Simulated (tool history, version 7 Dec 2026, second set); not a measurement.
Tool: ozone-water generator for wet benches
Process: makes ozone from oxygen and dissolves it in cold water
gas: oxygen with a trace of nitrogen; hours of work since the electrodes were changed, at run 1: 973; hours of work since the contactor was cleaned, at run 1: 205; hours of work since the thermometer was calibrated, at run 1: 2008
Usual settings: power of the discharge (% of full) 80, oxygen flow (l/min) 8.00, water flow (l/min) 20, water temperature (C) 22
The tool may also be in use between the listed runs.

| run | day | power of the discharge (% of full) | oxygen flow (l/min) | water flow (l/min) | water temperature (C) | hours of work since the electrodes were changed | hours of work since the contactor was cleaned | hours of work since the thermometer was calibrated | dissolved ozone (ppm) | ozone in the gas ahead of the water (g/m3) |
|---|---|---|---|---|---|---|---|---|---|---|
| 1 | 0.000 | 80 | 8.00 | 20 | 22 | 973 | 205 | 2008 | 14.3 | 152.8 |
| 2 | 1.567 | 80 | 8.00 | 20 | 22 | 996 | 228 | 2032 | 14.0 | 152.5 |
| 3 | 3.467 | 80 | 11.50 | 20 | 22 | 1025 | 256 | 2060 | 14.0 | 135.3 |
| 4 | 4.767 | 80 | 11.50 | 20 | 22 | 1044 | 276 | 2079 | 14.1 | 135.3 |
| 5 | 5.792 | 80 | 11.50 | 20 | 22 | 1059 | 291 | 2095 | 14.2 | 134.3 |
| 6 | 6.871 | 80 | 11.50 | 20 | 22 | 1075 | 307 | 2111 | 14.0 | 134.5 |
| 7 | 8.400 | 80 | 8.00 | 20 | 25 | 1098 | 330 | 2134 | 13.2 | 152.5 |
| 8 | 9.675 | 80 | 8.00 | 13 | 22 | 1117 | 349 | 2153 | 19.1 | 151.7 |
| 9 | 11.604 | 80 | 8.00 | 14 | 22 | 1146 | 378 | 2181 | 18.1 | 151.9 |
| 10 | 13.204 | 80 | 8.00 | 14 | 22 | 1170 | 402 | 2205 | 17.9 | 151.4 |
| 11 | 14.458 | 80 | 8.00 | 14 | 22 | 1188 | 420 | 2224 | 17.9 | 152.4 |
| 12 | 15.275 | 80 | 8.00 | 14 | 22 | 1201 | 432 | 2236 | 18.1 | 153.0 |
| 13 | 16.850 | 78 | 8.00 | 20 | 22 | 1224 | 456 | 2260 | 13.9 | 150.1 |
| 14 | 18.546 | 78 | 8.00 | 20 | 22 | 1249 | 481 | 2285 | 13.8 | 150.3 |
| 15 | 20.062 | 78 | 8.00 | 20 | 22 | 1272 | 504 | 2307 | 14.0 | 149.6 |
| 16 | 20.962 | 78 | 8.00 | 20 | 22 | 1285 | 517 | 2321 | 14.1 | 147.4 |
| 17 | 22.458 | 80 | 6.84 | 20 | 18 | 1308 | 540 | 2343 | 14.9 | 160.1 |
| 18 | 23.608 | 52 | 10.56 | 28 | 24 | 1325 | 557 | 2360 | 8.3 | 108.0 |
| 19 | 25.250 | 95 | 7.09 | 17 | 30 | 1349 | 581 | 2385 | 14.8 | 172.2 |
| 20 | 27.146 | 95 | 8.23 | 17 | 30 | 1378 | 609 | 2413 | 14.8 | 165.5 |
| 21 | 28.667 | 63 | 8.00 | 24 | 22 | 1400 | 632 | 2436 | 10.8 | 131.6 |
| 22 | 30.300 | 80 | 8.00 | 23 | 22 | 1425 | 656 | 2460 | 12.7 | 151.3 |
| 23 | 31.554 | 80 | 5.15 | 20 | 22 | 1443 | 675 | 2479 | 13.4 | 174.6 |
| 24 | 32.896 | 43 | 9.49 | 25 | 25 | 1463 | 695 | 2499 | 7.8 | 99.7 |
| 25 | 33.758 | 90 | 6.39 | 25 | 25 | 1476 | 708 | 2512 | 11.6 | 172.8 |
| 26 | 35.096 | 90 | 6.39 | 25 | 25 | 1496 | 728 | 2532 | 11.6 | 174.3 |
| 27 | 36.821 | 64 | 10.53 | 22 | 27 | 1522 | 754 | 2557 | 10.6 | 119.9 |
| 28 | 37.888 | 64 | 10.53 | 22 | 27 | 1538 | 770 | 2573 | 10.6 | 119.7 |
| 29 | 39.404 | 64 | 10.53 | 22 | 27 | 1560 | 792 | 2596 | 10.5 | 121.0 |
| 30 | 40.438 | 80 | 4.52 | 24 | 22 | 1576 | 808 | 2611 | 11.0 | 184.3 |
| 31 | 41.729 | 80 | 4.52 | 24 | 22 | 1595 | 827 | 2631 | 10.9 | 183.2 |
| 32 | 43.433 | 57 | 13.54 | 24 | 18 | 1620 | 852 | 2656 | 11.4 | 102.6 |

Hidden state or all else? Some run-to-run changes of ozone in the gas ahead of the water (g/m3), split into what the settings, what came in and random variation would give without the hidden state, and what is left for the hidden state (with any gauge scatter that isn't in both results):
The hidden state here: yield of the discharge, % of new electrodes'; contactor's efficiency, % of a clean one's; true water temperature over the reading, C; drift of the gauge itself on ozone_ppm, %; drift of the gauge itself on gas_g_m3, %.
Run 23 -> 24: power of the discharge (% of full) 80 -> 43, oxygen flow (l/min) 5.15 -> 9.49, water flow (l/min) 20 -> 25, water temperature (C) 22 -> 25. ozone in the gas ahead of the water (g/m3) -74.9: hidden state +1.3, all else -76.2.
Run 24 -> 25: power of the discharge (% of full) 43 -> 90, oxygen flow (l/min) 9.49 -> 6.39. ozone in the gas ahead of the water (g/m3) +73.1: hidden state -1.6, all else +74.7.
Run 29 -> 30: power of the discharge (% of full) 64 -> 80, oxygen flow (l/min) 10.53 -> 4.52, water flow (l/min) 22 -> 24, water temperature (C) 27 -> 22. ozone in the gas ahead of the water (g/m3) +63.3: hidden state -1.6, all else +64.9.
Run 31 -> 32: power of the discharge (% of full) 80 -> 57, oxygen flow (l/min) 4.52 -> 13.54, water temperature (C) 22 -> 18. ozone in the gas ahead of the water (g/m3) -80.6: hidden state +1.9, all else -82.5.
